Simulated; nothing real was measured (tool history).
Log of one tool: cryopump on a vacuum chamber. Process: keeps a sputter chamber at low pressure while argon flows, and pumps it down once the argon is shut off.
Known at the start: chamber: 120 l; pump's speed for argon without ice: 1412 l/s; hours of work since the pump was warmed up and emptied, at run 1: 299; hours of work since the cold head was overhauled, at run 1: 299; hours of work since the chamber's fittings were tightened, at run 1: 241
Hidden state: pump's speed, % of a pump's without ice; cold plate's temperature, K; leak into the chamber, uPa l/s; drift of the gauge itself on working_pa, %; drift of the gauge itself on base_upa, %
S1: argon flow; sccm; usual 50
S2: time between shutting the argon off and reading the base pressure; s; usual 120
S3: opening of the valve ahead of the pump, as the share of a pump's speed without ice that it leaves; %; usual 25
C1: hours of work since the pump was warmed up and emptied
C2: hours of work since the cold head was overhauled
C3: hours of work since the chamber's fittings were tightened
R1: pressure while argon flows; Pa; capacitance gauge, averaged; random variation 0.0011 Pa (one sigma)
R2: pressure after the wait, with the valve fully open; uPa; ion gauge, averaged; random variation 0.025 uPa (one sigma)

{"run": 1, "hour": 0.0, "S1": 50, "S2": 120, "S3": 25, "C1": 299, "C2": 299, "C3": 241, "R1": 0.2432, "R2": 1.21}
{"run": 2, "hour": 56.2, "S1": 50, "S2": 52, "S3": 25, "C1": 334, "C2": 334, "C3": 276, "R1": 0.2422, "R2": 2.09}
{"run": 3, "hour": 109.7, "S1": 50, "S2": 52, "S3": 25, "C1": 367, "C2": 367, "C3": 310, "R1": 0.2437, "R2": 2.23}
{"run": 4, "hour": 176.3, "S1": 50, "S2": 52, "S3": 25, "C1": 409, "C2": 409, "C3": 352, "R1": 0.2464, "R2": 2.34}
{"run": 5, "hour": 221.3, "S1": 50, "S2": 52, "S3": 25, "C1": 437, "C2": 437, "C3": 380, "R1": 0.2472, "R2": 2.32}
{"run": 6, "hour": 271.2, "S1": 50, "S2": 32, "S3": 25, "C1": 469, "C2": 469, "C3": 411, "R1": 0.2474, "R2": 3.39}
{"run": 7, "hour": 336.4, "S1": 24, "S2": 120, "S3": 25, "C1": 509, "C2": 509, "C3": 452, "R1": 0.1196, "R2": 1.4}
{"run": 8, "hour": 369.7, "S1": 26, "S2": 120, "S3": 25, "C1": 530, "C2": 530, "C3": 473, "R1": 0.1282, "R2": 1.43}
{"run": 9, "hour": 404.7, "S1": 26, "S2": 120, "S3": 25, "C1": 552, "C2": 552, "C3": 495, "R1": 0.1285, "R2": 1.47}
{"run": 10, "hour": 454.4, "S1": 26, "S2": 120, "S3": 25, "C1": 583, "C2": 583, "C3": 526, "R1": 0.1298, "R2": 1.56}
{"run": 11, "hour": 506.8, "S1": 26, "S2": 120, "S3": 25, "C1": 616, "C2": 616, "C3": 559, "R1": 0.1288, "R2": 1.53}
{"run": 12, "hour": 545.7, "S1": 26, "S2": 120, "S3": 25, "C1": 641, "C2": 641, "C3": 583, "R1": 0.1298, "R2": 1.53}
{"run": 13, "hour": 601.9, "S1": 50, "S2": 120, "S3": 25, "C1": 676, "C2": 676, "C3": 618, "R1": 0.2478, "R2": 1.6}
{"run": 14, "hour": 631.2, "S1": 62, "S2": 120, "S3": 25, "C1": 694, "C2": 694, "C3": 637, "R1": 0.31, "R2": 1.66}
{"run": 15, "hour": 686.2, "S1": 62, "S2": 120, "S3": 25, "C1": 729, "C2": 729, "C3": 671, "R1": 0.3108, "R2": 1.66}
{"run": 16, "hour": 724.2, "S1": 62, "S2": 120, "S3": 25, "C1": 752, "C2": 752, "C3": 695, "R1": 0.3118, "R2": 1.69}
{"run": 17, "hour": 791.3, "S1": 50, "S2": 120, "S3": 25, "C1": 795, "C2": 795, "C3": 737, "R1": 0.2491, "R2": 1.74}
{"run": 18, "hour": 856.2, "S1": 32, "S2": 30, "S3": 25, "C1": 835, "C2": 835, "C3": 778, "R1": 0.1618, "R2": 4.07}
{"run": 19, "hour": 924.9, "S1": 61, "S2": 120, "S3": 16, "C1": 878, "C2": 878, "C3": 821, "R1": 0.4701, "R2": 1.82}
{"run": 20, "hour": 986.6, "S1": 67, "S2": 34, "S3": 45, "C1": 917, "C2": 917, "C3": 859, "R1": 0.1954, "R2": 3.84}
{"run": 21, "hour": 1055.6, "S1": 67, "S2": 34, "S3": 45, "C1": 960, "C2": 960, "C3": 903, "R1": 0.2003, "R2": 3.81}
{"run": 22, "hour": 1119.8, "S1": 45, "S2": 171, "S3": 40, "C1": 1000, "C2": 1000, "C3": 943, "R1": 0.149, "R2": 1.84}
{"run": 23, "hour": 1151.9, "S1": 82, "S2": 64, "S3": 25, "C1": 1020, "C2": 1020, "C3": 963, "R1": 0.419, "R2": 2.69}
{"hour": 1186.8, "done": "pump warmed up, emptied and cooled again"}
{"run": 24, "hour": 1217.6, "S1": 82, "S2": 64, "S3": 26, "C1": 19, "C2": 1058, "C3": 1001, "R1": 0.3811, "R2": 2.46}
{"run": 25, "hour": 1282.9, "S1": 38, "S2": 31, "S3": 47, "C1": 60, "C2": 1099, "C3": 1042, "R1": 0.098, "R2": 3.96}
{"run": 26, "hour": 1337.9, "S1": 26, "S2": 191, "S3": 42, "C1": 95, "C2": 1134, "C3": 1076, "R1": 0.0748, "R2": 1.68}
{"run": 27, "hour": 1407.0, "S1": 50, "S2": 295, "S3": 25, "C1": 138, "C2": 1177, "C3": 1120, "R1": 0.244, "R2": 1.47}
{"run": 28, "hour": 1453.5, "S1": 20, "S2": 295, "S3": 51, "C1": 167, "C2": 1206, "C3": 1149, "R1": 0.0482, "R2": 1.52}
{"run": 29, "hour": 1506.2, "S1": 50, "S2": 87, "S3": 17, "C1": 200, "C2": 1239, "C3": 1182, "R1": 0.3571, "R2": 2.3}
{"run": 30, "hour": 1536.6, "S1": 31, "S2": 196, "S3": 25, "C1": 219, "C2": 1258, "C3": 1201, "R1": 0.1512, "R2": 1.79}
{"run": 31, "hour": 1576.5, "S1": 31, "S2": 160, "S3": 25, "C1": 244, "C2": 1283, "C3": 1226, "R1": 0.1516, "R2": 1.83}
{"run": 32, "hour": 1620.3, "S1": 23, "S2": 160, "S3": 32, "C1": 272, "C2": 1311, "C3": 1253, "R1": 0.0887, "R2": 1.97}
{"run": 33, "hour": 1689.0, "S1": 23, "S2": 160, "S3": 32, "C1": 315, "C2": 1354, "C3": 1296, "R1": 0.0885, "R2": 1.95}

Forecast each of these 4 alternatives for the next run:
{"run": "A", "hour": 1733.9, "S1": 50, "S2": 244, "S3": 25, "C1": 343, "C2": 1382, "C3": 1324, "R1": "?", "R2": "?"}
{"run": "B", "hour": 1733.9, "S1": 26, "S2": 162, "S3": 41, "C1": 343, "C2": 1382, "C3": 1324, "R1": "?", "R2": "?"}
{"run": "C", "hour": 1733.9, "S1": 43, "S2": 81, "S3": 46, "C1": 343, "C2": 1382, "C3": 1324, "R1": "?", "R2": "?"}
{"run": "D", "hour": 1733.9, "S1": 50, "S2": 132, "S3": 17, "C1": 343, "C2": 1382, "C3": 1324, "R1": "?", "R2": "?"}

run=A R1=0.2461 R2=1.74
run=B R1=0.0789 R2=2.03
run=C R1=0.1156 R2=2.53
run=D R1=0.3564 R2=2.1
Without the tool's hidden state the same runs would have given:
run=A R1=0.2407 R2=0.51
run=B R1=0.0761 R2=0.76
run=C R1=0.1109 R2=1.28
run=D R1=0.351 R2=0.86

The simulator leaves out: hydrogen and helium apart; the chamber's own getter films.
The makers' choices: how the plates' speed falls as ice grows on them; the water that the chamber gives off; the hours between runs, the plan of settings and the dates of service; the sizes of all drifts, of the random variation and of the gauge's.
